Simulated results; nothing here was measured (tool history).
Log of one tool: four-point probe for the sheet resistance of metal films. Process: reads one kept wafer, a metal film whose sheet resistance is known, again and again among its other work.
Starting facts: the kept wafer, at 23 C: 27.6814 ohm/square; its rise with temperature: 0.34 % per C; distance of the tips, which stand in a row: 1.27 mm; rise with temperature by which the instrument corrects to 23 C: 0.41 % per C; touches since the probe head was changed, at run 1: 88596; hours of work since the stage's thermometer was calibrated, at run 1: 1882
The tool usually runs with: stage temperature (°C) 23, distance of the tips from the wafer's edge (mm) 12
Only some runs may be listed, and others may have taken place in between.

run	day	stage temperature (°C)	distance of the tips from the wafer's edge (mm)	touches since the probe head was changed	hours of work since the stage's thermometer was calibrated	sheet resistance as the instrument gives it (ohm/square)
1	0.000	23	12	88596	1882	27.842120
2	1.975	23	12	91226	1913	27.841471
3	3.729	23	12	93565	1940	27.849267
4	5.283	23	12	95633	1964	27.847072
5	7.125	23	42	98085	1992	27.703950
# day 7.446: stage's thermometer calibrated
6	9.083	23	12	100668	25	27.856669
7	10.021	23	12	101913	40	27.849553
8	11.212	23	25	103502	58	27.716759
9	12.738	23	12	105536	82	27.842434
10	13.558	22	12	106630	94	27.876565
11	15.075	22	12	108650	118	27.857580
12	16.458	23	23	110492	139	27.724683
13	17.421	23	23	111775	154	27.730481
14	18.992	23	8	113864	178	28.058882
15	20.292	23	8	115595	198	28.061274
16	22.262	23	8	118225	228	28.049980
17	24.000	18	12	120536	255	27.946505
18	25.783	18	12	122913	283	27.943538
19	27.604	18	32	125338	311	27.800871
20	29.175	18	32	127430	335	27.792090
21	30.629	23	58	129369	357	27.694567
22	32.283	23	58	131571	383	27.683856

Run 23 is up next; what results do you expect?
23	33.758	23	58	133536	406	?

{"run 23": {"sheet resistance as the instrument gives it (ohm/square)": 27.680865}}
Minus the tool's unlogged condition, the same run would have read sheet resistance as the instrument gives it (ohm/square) 27.681402.

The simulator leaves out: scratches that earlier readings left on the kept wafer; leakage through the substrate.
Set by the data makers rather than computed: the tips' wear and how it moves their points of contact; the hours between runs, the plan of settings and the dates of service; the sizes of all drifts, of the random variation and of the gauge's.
